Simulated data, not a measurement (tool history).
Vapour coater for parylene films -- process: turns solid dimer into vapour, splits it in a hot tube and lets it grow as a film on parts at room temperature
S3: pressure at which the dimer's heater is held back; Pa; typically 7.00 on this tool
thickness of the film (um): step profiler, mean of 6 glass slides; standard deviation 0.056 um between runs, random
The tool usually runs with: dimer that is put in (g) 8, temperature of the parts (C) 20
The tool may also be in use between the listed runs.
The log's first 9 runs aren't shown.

Run 10, hour 161.8: usual settings but S3 10.36 Pa. Result: thickness of the film (um) 5.98.
Run 11, hour 182.8: usual settings but S3 10.36 Pa. Result: thickness of the film (um) 6.00.
Run 12, hour 199.3: usual settings but temperature of the parts (C) 13, S3 10.36 Pa. Result: thickness of the film (um) 7.24.
Run 13, hour 211.7: usual settings but S3 3.01 Pa. Result: thickness of the film (um) 6.76.
Run 14, hour 224.6: usual settings but dimer that is put in (g) 3. Result: thickness of the film (um) 2.30.
Run 15, hour 246.7: usual settings but dimer that is put in (g) 9. Result: thickness of the film (um) 6.94.
Run 16, hour 258.7: usual settings. Result: thickness of the film (um) 6.31.
Run 17, hour 280.2: usual settings but dimer that is put in (g) 5, temperature of the parts (C) 21, S3 6.24 Pa. Result: thickness of the film (um) 3.71.
Run 18, hour 299.4: usual settings but dimer that is put in (g) 10, temperature of the parts (C) 18, S3 7.69 Pa. Result: thickness of the film (um) 7.95.
At hour 324.9: trap's valve overhauled.
Run 19, hour 325.1: usual settings but dimer that is put in (g) 5, temperature of the parts (C) 17, S3 7.57 Pa. Result: thickness of the film (um) 3.97.
Run 20, hour 346.7: usual settings but dimer that is put in (g) 6, temperature of the parts (C) 19, S3 7.71 Pa. Result: thickness of the film (um) 4.52.
Run 21, hour 360.8: usual settings but temperature of the parts (C) 13. Result: thickness of the film (um) 7.08.
Run 22, hour 371.8: usual settings but dimer that is put in (g) 4, temperature of the parts (C) 26. Result: thickness of the film (um) 2.55.
Run 23, hour 389.1: usual settings but dimer that is put in (g) 4, temperature of the parts (C) 26. Result: thickness of the film (um) 2.45.
Run 24, hour 412.0: usual settings but dimer that is put in (g) 4, temperature of the parts (C) 26. Result: thickness of the film (um) 2.47.
At hour 425.1: trap's valve overhauled, once more.
Run 25, hour 427.7: usual settings but dimer that is put in (g) 4, temperature of the parts (C) 26. Result: thickness of the film (um) 2.77.
Run 26, hour 448.4: usual settings but dimer that is put in (g) 4, temperature of the parts (C) 26, S3 4.59 Pa. Result: thickness of the film (um) 2.93.
Run 27, hour 470.8: usual settings but temperature of the parts (C) 19, S3 5.37 Pa. Result: thickness of the film (um) 6.91.
Run 28, hour 481.9: usual settings but dimer that is put in (g) 5, temperature of the parts (C) 27. Result: thickness of the film (um) 3.33.
Run 29, hour 499.4: usual settings but dimer that is put in (g) 6, S3 2.65 Pa. Result: thickness of the film (um) 5.40.
Run 30, hour 511.2: usual settings but dimer that is put in (g) 13, temperature of the parts (C) 27. Result: thickness of the film (um) 8.63.
Run 31, hour 533.5: usual settings but dimer that is put in (g) 5, S3 3.82 Pa. Result: thickness of the film (um) 4.38.
Run 32, hour 556.1: usual settings but dimer that is put in (g) 4. Result: thickness of the film (um) 3.22.

Here are 3 independent what-if runs from the current tool condition. What would each one return?
Run A, hour 580.9: usual settings but dimer that is put in (g) 3. Result: thickness of the film (um) ?.
Run B, hour 580.9: usual settings but temperature of the parts (C) 19, S3 6.13 Pa. Result: thickness of the film (um) ?.
Run C, hour 580.9: usual settings but dimer that is put in (g) 5, temperature of the parts (C) 30, S3 9.18 Pa. Result: thickness of the film (um) ?.

run  thickness of the film (um)
  A                        2.43
  B                        6.74
  C                        3.01
With no hidden state in the tool, these same runs would have given:
run  thickness of the film (um)
  A                        2.47
  B                        6.86
  C                        3.06
